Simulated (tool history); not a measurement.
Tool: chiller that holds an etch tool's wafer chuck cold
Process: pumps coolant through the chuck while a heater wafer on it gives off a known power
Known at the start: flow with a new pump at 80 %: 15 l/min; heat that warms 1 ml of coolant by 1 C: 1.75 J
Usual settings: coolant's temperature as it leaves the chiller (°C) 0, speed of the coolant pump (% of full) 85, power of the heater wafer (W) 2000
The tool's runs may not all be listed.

run	hour	coolant's temperature as it leaves the chiller (°C)	speed of the coolant pump (% of full)	power of the heater wafer (W)	chuck's temperature once it has settled (°C)	how much warmer the coolant comes back (C)
1	0.0	0	85	2000	14.6	4.71
2	75.1	0	85	2000	14.9	4.70
3	228.8	0	85	2000	15.0	4.76
4	372.0	0	85	2000	14.9	4.76
5	513.2	0	85	2000	15.1	4.77
6	590.2	0	85	2000	15.1	4.80
# hour 652.8: coolant changed, channels flushed
7	669.9	0	85	2000	13.1	4.77
8	841.0	0	85	1077	7.3	2.55
9	946.5	-6	85	2000	7.4	4.78
# hour 964.6: coolant pump overhauled
10	1123.0	-6	85	2000	8.1	5.13
11	1253.2	3	85	2000	17.1	5.10
12	1328.1	3	85	2000	17.2	5.17
13	1434.6	0	90	2000	13.7	4.89
14	1587.1	0	90	2000	13.8	4.84
# hour 1685.3: coolant pump overhauled, once more
15	1742.7	0	77	2000	13.7	4.73
16	1905.7	0	72	1852	13.3	4.69
17	2029.4	-3	85	1529	6.8	3.34
18	2186.8	-3	85	1529	7.0	3.30
19	2340.6	-3	85	1529	7.1	3.32
20	2463.4	1	85	2000	14.0	4.32
21	2612.3	3	92	1557	12.9	3.13
22	2690.8	0	74	1557	11.4	3.84
23	2782.7	2	93	1955	14.1	3.92
24	2898.4	-1	85	1004	6.3	2.17
25	3034.4	-1	85	1004	6.0	2.22
26	3121.1	-1	80	2719	17.9	6.36
27	3278.2	-1	80	2719	18.0	6.34
28	3450.3	-1	80	2719	18.2	6.32

The same runs without the tool's hidden state, with the same run-to-run variation:
The hidden state here: heat passed by the chuck's channels, % of clean ones'; flow at a given pump speed, % of a new pump's; coolant's true temperature over the reading, C; drift of the gauge itself on chuck_c, C; drift of the gauge itself on warmer_back_c, C.
run	chuck's temperature once it has settled (°C)	how much warmer the coolant comes back (C)
1	11.6	4.27
2	11.8	4.26
3	11.8	4.30
4	11.6	4.29
5	11.7	4.29
6	11.7	4.32
7	11.6	4.28
8	6.3	2.28
9	5.8	4.27
10	5.7	4.31
11	14.6	4.27
12	14.7	4.34
13	11.2	4.10
14	11.2	4.04
15	12.7	4.72
16	12.2	4.67
17	5.8	3.32
18	5.9	3.28
19	5.9	3.28
20	12.6	4.27
21	11.6	3.08
22	10.0	3.78
23	12.6	3.85
24	5.0	2.13
25	4.7	2.17
26	15.7	6.22
27	15.6	6.20
28	15.7	6.16

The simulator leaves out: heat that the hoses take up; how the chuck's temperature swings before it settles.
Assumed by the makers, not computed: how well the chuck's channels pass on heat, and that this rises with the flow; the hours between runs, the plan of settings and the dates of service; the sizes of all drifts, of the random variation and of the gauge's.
